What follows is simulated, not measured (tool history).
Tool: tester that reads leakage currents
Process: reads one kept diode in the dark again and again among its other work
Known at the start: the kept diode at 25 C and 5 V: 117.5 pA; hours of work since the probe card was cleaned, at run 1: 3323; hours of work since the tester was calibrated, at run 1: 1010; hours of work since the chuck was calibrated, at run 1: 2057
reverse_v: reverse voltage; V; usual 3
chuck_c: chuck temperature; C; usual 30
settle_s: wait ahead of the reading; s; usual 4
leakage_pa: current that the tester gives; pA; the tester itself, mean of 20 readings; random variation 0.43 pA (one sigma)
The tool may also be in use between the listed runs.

run	hour	reverse_v	chuck_c	settle_s	hours of work since the probe card was cleaned	hours of work since the tester was calibrated	hours of work since the chuck was calibrated	leakage_pa
1	0	3	30	4	3323	1010	2057	170.87
# hour 161.9: probe card cleaned and baked
2	200.1	3	43	4	20	1114	2162	543.3
3	400.5	3	43	4	126	1220	2268	546.26
# hour 521.4: probe card cleaned and baked, once more
# hour 523.4: chuck's temperature calibrated
4	645	3	30	4	64	1347	64	141.64
5	819.3	3	30	4	157	1439	157	143.36
6	1046.2	3	55	4	277	1559	277	1258.09
7	1192.6	3	55	4	354	1636	354	1261.1
8	1387.4	3	30	7.8	457	1739	457	145.81
9	1590.6	3	30	7.8	564	1847	564	148.29
10	1699.2	3	30	4	622	1904	622	148.62
11	1901.1	3	30	4	729	2011	729	149.52
12	2154.6	3	30	4	863	2145	863	151.68
13	2303.9	3	30	4	942	2224	942	153.36
14	2448	3.36	30	4	1018	2300	1018	162.55
15	2637.2	3.36	30	4	1118	2400	1118	165.17
16	2823.5	3.36	30	0.86	1217	2499	1217	166.79
17	2946.9	3.36	30	0.86	1282	2564	1282	167.78
18	3192.6	3.36	30	0.86	1412	2694	1412	170.19
19	3396.9	3	30	4	1520	2802	1520	160.02
20	3615.4	3	30	4	1636	2918	1636	160.91
21	3725.4	3	36	4	1694	2976	1694	280.31
22	3962.9	3	36	4	1819	3102	1819	280.84

Forecast run 23:
23	4076	1.5	51	4	1879	3162	1879	?

Run 23 gave leakage_pa 695.1 pA.
Without the tool's hidden state the same run would have given leakage_pa 618.01 pA.
